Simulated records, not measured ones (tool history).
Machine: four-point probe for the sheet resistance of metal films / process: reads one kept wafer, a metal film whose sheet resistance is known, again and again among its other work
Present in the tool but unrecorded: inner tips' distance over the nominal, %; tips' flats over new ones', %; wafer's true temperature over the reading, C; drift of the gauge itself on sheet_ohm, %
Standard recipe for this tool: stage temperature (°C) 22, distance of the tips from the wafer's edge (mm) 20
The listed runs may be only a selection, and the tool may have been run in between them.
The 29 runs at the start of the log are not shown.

run,day,stage temperature (°C),distance of the tips from the wafer's edge (mm),touches since the probe head was changed,hours of work since the stage's thermometer was calibrated,sheet resistance as the instrument gives it (ohm/square)
# day 26.438: stage's thermometer calibrated, once more
30,26.579,18,11,47859,2,1.480699
31,27.404,31,9,48430,14,1.488274
32,28.633,23,17,49280,31,1.478344
33,29.775,23,17,50072,48,1.478413
34,30.962,19,10,50893,65,1.482544
35,31.696,19,12,51402,75,1.480036
36,32.558,19,12,51999,88,1.480094
37,33.546,29,12,52683,102,1.482978
38,34.633,19,51,53437,117,1.475039
39,35.204,22,39,53834,126,1.47621
40,36.479,33,29,54715,144,1.48022
41,37.725,33,29,55577,162,1.480298
42,38.317,31,6,55988,170,1.500115
43,39.425,31,6,56756,186,1.501057
44,40.475,27,20,57485,201,1.479703

What if the next run were any one of these 4? Each begins from the tool's condition after run 44:
A,41.217,33,15,57997,212,?
B,41.217,30,32,57997,212,?
C,41.217,23,17,57997,212,?
D,41.217,28,23,57997,212,?

run,sheet resistance as the instrument gives it (ohm/square)
A,1.482869
B,1.479274
C,1.478973
D,1.479813
Stripped of hidden state, with their random variation kept, the same runs would have yielded:
run,sheet resistance as the instrument gives it (ohm/square)
A,1.480489
B,1.476905
C,1.476617
D,1.477447
